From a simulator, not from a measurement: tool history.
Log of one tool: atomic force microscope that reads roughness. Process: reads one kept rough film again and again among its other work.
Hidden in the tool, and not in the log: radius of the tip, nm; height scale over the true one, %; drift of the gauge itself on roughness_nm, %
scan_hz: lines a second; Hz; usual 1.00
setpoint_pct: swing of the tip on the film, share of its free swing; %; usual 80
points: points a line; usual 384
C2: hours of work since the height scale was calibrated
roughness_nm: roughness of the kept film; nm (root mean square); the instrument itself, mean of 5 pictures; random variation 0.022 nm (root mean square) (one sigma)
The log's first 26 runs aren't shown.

run 27 hour=434.2 | scan_hz=0.60 setpoint_pct=72 points=384 | pictures_with_this_tip=57 C2=473 | roughness_nm=4.619
run 28 hour=456.8 | scan_hz=1.88 setpoint_pct=81 points=600 | pictures_with_this_tip=81 C2=484 | roughness_nm=3.998
-- hour=460.9 new tip fitted
run 29 hour=475.0 | scan_hz=1.00 setpoint_pct=80 points=349 | pictures_with_this_tip=15 C2=492 | roughness_nm=5.033
run 30 hour=493.4 | scan_hz=3.06 setpoint_pct=68 points=418 | pictures_with_this_tip=35 C2=500 | roughness_nm=4.618
run 31 hour=512.6 | scan_hz=3.06 setpoint_pct=68 points=418 | pictures_with_this_tip=56 C2=509 | roughness_nm=4.367
run 32 hour=535.9 | scan_hz=2.98 setpoint_pct=72 points=418 | pictures_with_this_tip=81 C2=520 | roughness_nm=4.029
-- hour=539.9 new tip fitted
run 33 hour=551.1 | scan_hz=1.48 setpoint_pct=72 points=825 | pictures_with_this_tip=12 C2=527 | roughness_nm=5.115
run 34 hour=571.2 | scan_hz=1.39 setpoint_pct=81 points=476 | pictures_with_this_tip=33 C2=537 | roughness_nm=4.687
run 35 hour=584.2 | scan_hz=0.58 setpoint_pct=81 points=346 | pictures_with_this_tip=47 C2=543 | roughness_nm=4.678
run 36 hour=599.7 | scan_hz=1.91 setpoint_pct=89 points=699 | pictures_with_this_tip=64 C2=550 | roughness_nm=3.989

Forecast run 37:
run 37 hour=614.3 | scan_hz=1.91 setpoint_pct=89 points=699 | pictures_with_this_tip=80 C2=557 | roughness_nm=?

roughness_nm: 3.855 nm (root mean square)
Without the tool's hidden state the same run would have given roughness_nm 4.836 nm (root mean square).
